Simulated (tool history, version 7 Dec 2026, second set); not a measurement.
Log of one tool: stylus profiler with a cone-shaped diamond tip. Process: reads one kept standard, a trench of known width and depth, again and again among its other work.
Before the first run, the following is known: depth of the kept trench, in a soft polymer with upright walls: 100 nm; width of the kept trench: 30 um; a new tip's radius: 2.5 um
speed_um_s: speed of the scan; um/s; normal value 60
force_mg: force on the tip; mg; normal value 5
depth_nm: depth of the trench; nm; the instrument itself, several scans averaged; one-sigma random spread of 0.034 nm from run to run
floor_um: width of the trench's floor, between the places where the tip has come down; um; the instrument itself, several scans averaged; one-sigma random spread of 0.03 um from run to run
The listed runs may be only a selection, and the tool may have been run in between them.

| run | hour | speed_um_s | force_mg | depth_nm | floor_um |
|---|---|---|---|---|---|
| 1 | 0 | 60 | 5 | 102.85 | 27.9 |
| 2 | 87 | 60 | 5 | 102.9 | 27.88 |
| 3 | 144.4 | 60 | 3.01 | 102.18 | 27.78 |
| 4 | 239.1 | 60 | 3.01 | 102.22 | 27.78 |
|  | 245.3 | height scale calibrated on a step standard |
| 5 | 322.6 | 60 | 3.01 | 102.45 | 27.81 |
| 6 | 387.7 | 60 | 3.01 | 102.42 | 27.76 |
| 7 | 439.3 | 16 | 9.88 | 104.74 | 27.81 |
| 8 | 481.3 | 16 | 2.05 | 102.07 | 27.8 |
| 9 | 555.6 | 44 | 2.05 | 102.07 | 27.72 |

Forecast run 10:
| 10 | 641.7 | 36 | 2.38 | ? | ? |

depth_nm: 102.24 nm
floor_um: 27.76 um
If the tool had no hidden condition, the same run with the same run-to-run variation would have returned depth_nm 101.57 nm, floor_um 28.6 um.
